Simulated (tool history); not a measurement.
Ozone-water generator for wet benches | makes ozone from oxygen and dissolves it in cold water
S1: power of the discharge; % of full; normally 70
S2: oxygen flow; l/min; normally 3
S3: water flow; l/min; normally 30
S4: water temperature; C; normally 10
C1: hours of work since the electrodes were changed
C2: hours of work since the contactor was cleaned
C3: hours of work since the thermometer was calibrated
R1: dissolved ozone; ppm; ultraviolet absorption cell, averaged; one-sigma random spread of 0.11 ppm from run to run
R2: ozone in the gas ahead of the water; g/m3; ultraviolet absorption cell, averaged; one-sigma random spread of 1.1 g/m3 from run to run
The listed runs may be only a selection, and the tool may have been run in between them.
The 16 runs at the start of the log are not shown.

Run 17, hour 593.1: usual settings but S3 31 l/min; C1 1891; C2 1223; C3 2633. Result: R1 8.9 ppm, R2 187.3 g/m3.
At hour 603.2: water thermometer calibrated.
Run 18, hour 628.2: usual settings but S3 31 l/min; C1 1925; C2 1257; C3 25. Result: R1 8.7 ppm, R2 185 g/m3.
Run 19, hour 674.8: usual settings but S3 31 l/min; C1 1971; C2 1303; C3 71. Result: R1 8.8 ppm, R2 187.6 g/m3.
Run 20, hour 705: usual settings but S3 29 l/min, S4 7 C; C1 2001; C2 1333; C3 101. Result: R1 9.8 ppm, R2 186.9 g/m3.
Run 21, hour 744.8: usual settings but S2 4.86 l/min; C1 2040; C2 1372; C3 140. Result: R1 11.6 ppm, R2 158.5 g/m3.
Run 22, hour 786.9: usual settings but S1 84 % of full, S3 39 l/min; C1 2082; C2 1414; C3 181. Result: R1 7.4 ppm, R2 213.8 g/m3.
Run 23, hour 812: usual settings but S1 84 % of full, S3 39 l/min; C1 2107; C2 1439; C3 206. Result: R1 7.7 ppm, R2 214.8 g/m3.
Run 24, hour 832.1: usual settings but S1 84 % of full, S2 2.11 l/min, S3 39 l/min; C1 2127; C2 1458; C3 226. Result: R1 6.3 ppm, R2 242.8 g/m3.
Run 25, hour 857.6: usual settings but S1 84 % of full, S2 2.44 l/min, S3 38 l/min; C1 2152; C2 1483; C3 251. Result: R1 7.2 ppm, R2 227.6 g/m3.
Run 26, hour 891: usual settings but S1 84 % of full, S2 2.44 l/min, S3 38 l/min; C1 2185; C2 1516; C3 284. Result: R1 7.2 ppm, R2 232.8 g/m3.
Run 27, hour 922.3: usual settings but S1 84 % of full, S2 2.44 l/min, S3 38 l/min; C1 2216; C2 1547; C3 315. Result: R1 7.3 ppm, R2 229.9 g/m3.
Run 28, hour 960.4: usual settings but S1 60 % of full, S3 24 l/min; C1 2253; C2 1585; C3 353. Result: R1 10.9 ppm, R2 165.6 g/m3.
Run 29, hour 1005.9: usual settings but S2 2.82 l/min, S3 22 l/min; C1 2298; C2 1630; C3 398. Result: R1 12.9 ppm, R2 190.5 g/m3.
Run 30, hour 1042.1: usual settings but S2 3.64 l/min, S3 27 l/min, S4 11 C; C1 2334; C2 1666; C3 433. Result: R1 11.5 ppm, R2 175.1 g/m3.
Run 31, hour 1076.7: usual settings but S2 3.64 l/min, S3 27 l/min, S4 11 C; C1 2368; C2 1700; C3 468. Result: R1 11.4 ppm, R2 175.4 g/m3.
Run 32, hour 1110.9: usual settings but S2 4.58 l/min, S3 27 l/min, S4 11 C; C1 2402; C2 1734; C3 501. Result: R1 12.4 ppm, R2 162.3 g/m3.

Here are 5 independent what-if runs from the current tool condition. What would each one return?
Run A, hour 1135.9: usual settings but S1 56 % of full; C1 2427; C2 1758; C3 526. Result: R1 ?, R2 ?.
Run B, hour 1135.9: usual settings but S1 85 % of full, S2 4.58 l/min, S3 27 l/min, S4 11 C; C1 2427; C2 1758; C3 526. Result: R1 ?, R2 ?.
Run C, hour 1135.9: usual settings but S3 26 l/min, S4 12 C; C1 2427; C2 1758; C3 526. Result: R1 ?, R2 ?.
Run D, hour 1135.9: usual settings but S1 45 % of full, S2 4.58 l/min, S3 42 l/min, S4 9 C; C1 2427; C2 1758; C3 526. Result: R1 ?, R2 ?.
Run E, hour 1135.9: usual settings but S1 64 % of full, S2 4.58 l/min, S3 27 l/min; C1 2427; C2 1758; C3 526. Result: R1 ?, R2 ?.

run    R1     R2
  A   7.8  155.8
  B  14.6  188.9
  C  10.7  187.8
  D   5.2  114.1
  E  11.8  149.6
Stripped of hidden state, with their random variation kept, the same runs would have yielded:
run    R1     R2
  A   7.8  155.9
  B  14.7  189.1
  C  10.7    188
  D   5.2  114.1
  E  11.8  149.7

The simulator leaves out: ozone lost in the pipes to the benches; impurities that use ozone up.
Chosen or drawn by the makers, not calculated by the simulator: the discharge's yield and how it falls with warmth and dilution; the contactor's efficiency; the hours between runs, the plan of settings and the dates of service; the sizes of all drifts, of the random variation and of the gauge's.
